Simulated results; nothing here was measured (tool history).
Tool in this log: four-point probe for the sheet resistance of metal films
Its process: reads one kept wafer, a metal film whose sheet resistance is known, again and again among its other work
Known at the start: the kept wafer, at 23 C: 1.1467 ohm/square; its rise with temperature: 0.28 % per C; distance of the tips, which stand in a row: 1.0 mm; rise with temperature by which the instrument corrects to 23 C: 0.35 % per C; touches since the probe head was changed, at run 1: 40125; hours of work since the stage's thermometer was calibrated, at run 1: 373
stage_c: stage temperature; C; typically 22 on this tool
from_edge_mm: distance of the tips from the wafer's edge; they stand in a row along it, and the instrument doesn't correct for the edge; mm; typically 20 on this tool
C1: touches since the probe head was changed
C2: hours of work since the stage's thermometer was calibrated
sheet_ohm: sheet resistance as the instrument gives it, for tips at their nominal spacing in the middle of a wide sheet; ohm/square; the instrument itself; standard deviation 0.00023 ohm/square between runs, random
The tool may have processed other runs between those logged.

{"run": 1, "hour": 0.0, "stage_c": 22, "from_edge_mm": 20, "C1": 40125, "C2": 373, "sheet_ohm": 1.152173}
{"run": 2, "hour": 49.8, "stage_c": 22, "from_edge_mm": 20, "C1": 40828, "C2": 399, "sheet_ohm": 1.152137}
{"run": 3, "hour": 101.5, "stage_c": 22, "from_edge_mm": 20, "C1": 41558, "C2": 427, "sheet_ohm": 1.151999}
{"run": 4, "hour": 159.6, "stage_c": 22, "from_edge_mm": 20, "C1": 42379, "C2": 458, "sheet_ohm": 1.152338}
{"run": 5, "hour": 198.9, "stage_c": 22, "from_edge_mm": 20, "C1": 42934, "C2": 478, "sheet_ohm": 1.151925}
{"run": 6, "hour": 247.2, "stage_c": 22, "from_edge_mm": 20, "C1": 43617, "C2": 504, "sheet_ohm": 1.152129}
{"run": 7, "hour": 310.4, "stage_c": 22, "from_edge_mm": 20, "C1": 44509, "C2": 538, "sheet_ohm": 1.151901}
{"run": 8, "hour": 384.2, "stage_c": 33, "from_edge_mm": 20, "C1": 45551, "C2": 577, "sheet_ohm": 1.142656}
{"run": 9, "hour": 438.9, "stage_c": 33, "from_edge_mm": 20, "C1": 46324, "C2": 606, "sheet_ohm": 1.143177}
{"run": 10, "hour": 510.4, "stage_c": 33, "from_edge_mm": 20, "C1": 47333, "C2": 644, "sheet_ohm": 1.143025}
{"run": 11, "hour": 544.5, "stage_c": 33, "from_edge_mm": 20, "C1": 47815, "C2": 662, "sheet_ohm": 1.143029}
{"run": 12, "hour": 611.8, "stage_c": 33, "from_edge_mm": 20, "C1": 48766, "C2": 698, "sheet_ohm": 1.143277}
{"run": 13, "hour": 659.2, "stage_c": 32, "from_edge_mm": 20, "C1": 49435, "C2": 723, "sheet_ohm": 1.143525}
{"run": 14, "hour": 739.3, "stage_c": 32, "from_edge_mm": 20, "C1": 50565, "C2": 765, "sheet_ohm": 1.14351}
{"run": 15, "hour": 774.1, "stage_c": 22, "from_edge_mm": 20, "C1": 51058, "C2": 784, "sheet_ohm": 1.152057}
{"run": 16, "hour": 837.8, "stage_c": 25, "from_edge_mm": 20, "C1": 51957, "C2": 817, "sheet_ohm": 1.149728}
{"hour": 844.0, "done": "stage's thermometer calibrated"}
{"run": 17, "hour": 907.8, "stage_c": 25, "from_edge_mm": 20, "C1": 52938, "C2": 34, "sheet_ohm": 1.149487}
{"run": 18, "hour": 977.2, "stage_c": 25, "from_edge_mm": 56, "C1": 53919, "C2": 71, "sheet_ohm": 1.148265}
{"run": 19, "hour": 1029.7, "stage_c": 22, "from_edge_mm": 3, "C1": 54660, "C2": 99, "sheet_ohm": 1.215248}
{"run": 20, "hour": 1109.8, "stage_c": 22, "from_edge_mm": 3, "C1": 55791, "C2": 141, "sheet_ohm": 1.214825}
{"run": 21, "hour": 1150.8, "stage_c": 34, "from_edge_mm": 4, "C1": 56370, "C2": 163, "sheet_ohm": 1.177735}
{"run": 22, "hour": 1193.5, "stage_c": 28, "from_edge_mm": 21, "C1": 56974, "C2": 185, "sheet_ohm": 1.147083}
{"hour": 1248.0, "done": "stage's thermometer calibrated, once more"}
{"run": 23, "hour": 1253.6, "stage_c": 19, "from_edge_mm": 7, "C1": 57815, "C2": 3, "sheet_ohm": 1.166849}
{"run": 24, "hour": 1336.2, "stage_c": 19, "from_edge_mm": 41, "C1": 58982, "C2": 47, "sheet_ohm": 1.154116}
{"run": 25, "hour": 1398.4, "stage_c": 19, "from_edge_mm": 41, "C1": 59859, "C2": 80, "sheet_ohm": 1.154213}
{"run": 26, "hour": 1443.1, "stage_c": 33, "from_edge_mm": 51, "C1": 60491, "C2": 104, "sheet_ohm": 1.142677}
{"run": 27, "hour": 1525.9, "stage_c": 23, "from_edge_mm": 22, "C1": 61661, "C2": 147, "sheet_ohm": 1.151698}
{"run": 28, "hour": 1588.7, "stage_c": 20, "from_edge_mm": 47, "C1": 62547, "C2": 181, "sheet_ohm": 1.153216}
{"run": 29, "hour": 1633.6, "stage_c": 33, "from_edge_mm": 6, "C1": 63181, "C2": 205, "sheet_ohm": 1.159351}
{"run": 30, "hour": 1701.0, "stage_c": 24, "from_edge_mm": 10, "C1": 64134, "C2": 240, "sheet_ohm": 1.155779}
{"run": 31, "hour": 1774.0, "stage_c": 23, "from_edge_mm": 3, "C1": 65164, "C2": 279, "sheet_ohm": 1.215256}
{"run": 32, "hour": 1841.3, "stage_c": 23, "from_edge_mm": 3, "C1": 66115, "C2": 315, "sheet_ohm": 1.215448}
{"run": 33, "hour": 1888.3, "stage_c": 23, "from_edge_mm": 3, "C1": 66778, "C2": 340, "sheet_ohm": 1.215644}
{"run": 34, "hour": 1934.6, "stage_c": 23, "from_edge_mm": 3, "C1": 67433, "C2": 364, "sheet_ohm": 1.215268}

Each row is a separate what-if for the run after 34, all from the same tool condition, not one after another. Results?
{"run": "A", "hour": 1983.6, "stage_c": 18, "from_edge_mm": 6, "C1": 68124, "C2": 390, "sheet_ohm": "?"}
{"run": "B", "hour": 1983.6, "stage_c": 25, "from_edge_mm": 10, "C1": 68124, "C2": 390, "sheet_ohm": "?"}
{"run": "C", "hour": 1983.6, "stage_c": 30, "from_edge_mm": 8, "C1": 68124, "C2": 390, "sheet_ohm": "?"}
{"run": "D", "hour": 1983.6, "stage_c": 25, "from_edge_mm": 3, "C1": 68124, "C2": 390, "sheet_ohm": "?"}

run=A sheet_ohm=1.171609
run=B sheet_ohm=1.154800
run=C sheet_ohm=1.154792
run=D sheet_ohm=1.213805
With the hidden condition removed and each run's random variation left untouched, the same runs would have given:
run=A sheet_ohm=1.167639
run=B sheet_ohm=1.150878
run=C sheet_ohm=1.150868
run=D sheet_ohm=1.209701
